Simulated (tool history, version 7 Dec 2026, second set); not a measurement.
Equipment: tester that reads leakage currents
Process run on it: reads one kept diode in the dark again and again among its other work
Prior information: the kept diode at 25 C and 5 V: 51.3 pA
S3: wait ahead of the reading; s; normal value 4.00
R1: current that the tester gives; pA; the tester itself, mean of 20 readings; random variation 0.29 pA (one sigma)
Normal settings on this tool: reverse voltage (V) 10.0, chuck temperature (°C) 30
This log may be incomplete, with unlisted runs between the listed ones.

{"run": 1, "hour": 0.0, "reverse voltage (V)": 10.0, "chuck temperature (°C)": 30, "S3": 4.0, "R1": 97.89}
{"run": 2, "hour": 31.8, "reverse voltage (V)": 10.0, "chuck temperature (°C)": 30, "S3": 4.0, "R1": 97.79}
{"run": 3, "hour": 73.8, "reverse voltage (V)": 10.0, "chuck temperature (°C)": 30, "S3": 4.0, "R1": 97.84}
{"run": 4, "hour": 120.5, "reverse voltage (V)": 10.0, "chuck temperature (°C)": 34, "S3": 4.0, "R1": 128.47}
{"run": 5, "hour": 149.0, "reverse voltage (V)": 10.0, "chuck temperature (°C)": 29, "S3": 4.0, "R1": 91.59}
{"run": 6, "hour": 185.7, "reverse voltage (V)": 10.0, "chuck temperature (°C)": 29, "S3": 4.0, "R1": 91.45}
{"run": 7, "hour": 239.9, "reverse voltage (V)": 10.0, "chuck temperature (°C)": 30, "S3": 4.0, "R1": 97.44}
{"run": 8, "hour": 281.5, "reverse voltage (V)": 10.0, "chuck temperature (°C)": 30, "S3": 2.17, "R1": 98.75}
{"run": 9, "hour": 320.2, "reverse voltage (V)": 4.6, "chuck temperature (°C)": 30, "S3": 2.17, "R1": 72.31}
{"run": 10, "hour": 357.9, "reverse voltage (V)": 3.2, "chuck temperature (°C)": 30, "S3": 2.17, "R1": 63.13}
{"run": 11, "hour": 390.8, "reverse voltage (V)": 3.2, "chuck temperature (°C)": 30, "S3": 2.17, "R1": 63.15}
{"run": 12, "hour": 423.6, "reverse voltage (V)": 3.2, "chuck temperature (°C)": 30, "S3": 2.17, "R1": 62.8}
{"run": 13, "hour": 453.3, "reverse voltage (V)": 5.0, "chuck temperature (°C)": 25, "S3": 5.69, "R1": 52.61}
{"run": 14, "hour": 511.9, "reverse voltage (V)": 5.0, "chuck temperature (°C)": 25, "S3": 5.69, "R1": 52.01}
{"run": 15, "hour": 567.6, "reverse voltage (V)": 5.0, "chuck temperature (°C)": 25, "S3": 5.69, "R1": 52.29}
{"run": 16, "hour": 592.7, "reverse voltage (V)": 5.0, "chuck temperature (°C)": 25, "S3": 5.69, "R1": 52.36}
{"run": 17, "hour": 638.2, "reverse voltage (V)": 2.9, "chuck temperature (°C)": 53, "S3": 4.59, "R1": 276.2}
{"run": 18, "hour": 679.4, "reverse voltage (V)": 4.2, "chuck temperature (°C)": 44, "S3": 3.49, "R1": 175.85}
{"run": 19, "hour": 705.8, "reverse voltage (V)": 10.8, "chuck temperature (°C)": 44, "S3": 1.38, "R1": 250.33}
{"run": 20, "hour": 760.1, "reverse voltage (V)": 10.0, "chuck temperature (°C)": 22, "S3": 0.94, "R1": 60.46}
{"run": 21, "hour": 807.6, "reverse voltage (V)": 10.0, "chuck temperature (°C)": 22, "S3": 0.94, "R1": 60.57}
{"run": 22, "hour": 833.5, "reverse voltage (V)": 10.0, "chuck temperature (°C)": 30, "S3": 0.57, "R1": 102.04}

Below, some changes in R1 between adjacent runs. For each, the amount present without the hidden state too (settings, incoming material, random variation) and the amount remaining for the hidden state with gauge scatter not shared by both compared results:
The tool's hidden condition here consists of: stray current of the dirty probe card, pA a volt; current scale over the true one, %; true chuck temperature over the reading, C; drift of the gauge itself on leakage_pa, %.
Run 16 -> 17: reverse voltage (V) 5.0 -> 2.9, chuck temperature (°C) 25 -> 53, S3 5.69 -> 4.59. R1 +223.84 pA: hidden state -17.84, all else +241.68.
Run 19 -> 20: reverse voltage (V) 10.8 -> 10.0, chuck temperature (°C) 44 -> 22, S3 1.38 -> 0.94. R1 -189.87 pA: hidden state +14.10, all else -203.97.

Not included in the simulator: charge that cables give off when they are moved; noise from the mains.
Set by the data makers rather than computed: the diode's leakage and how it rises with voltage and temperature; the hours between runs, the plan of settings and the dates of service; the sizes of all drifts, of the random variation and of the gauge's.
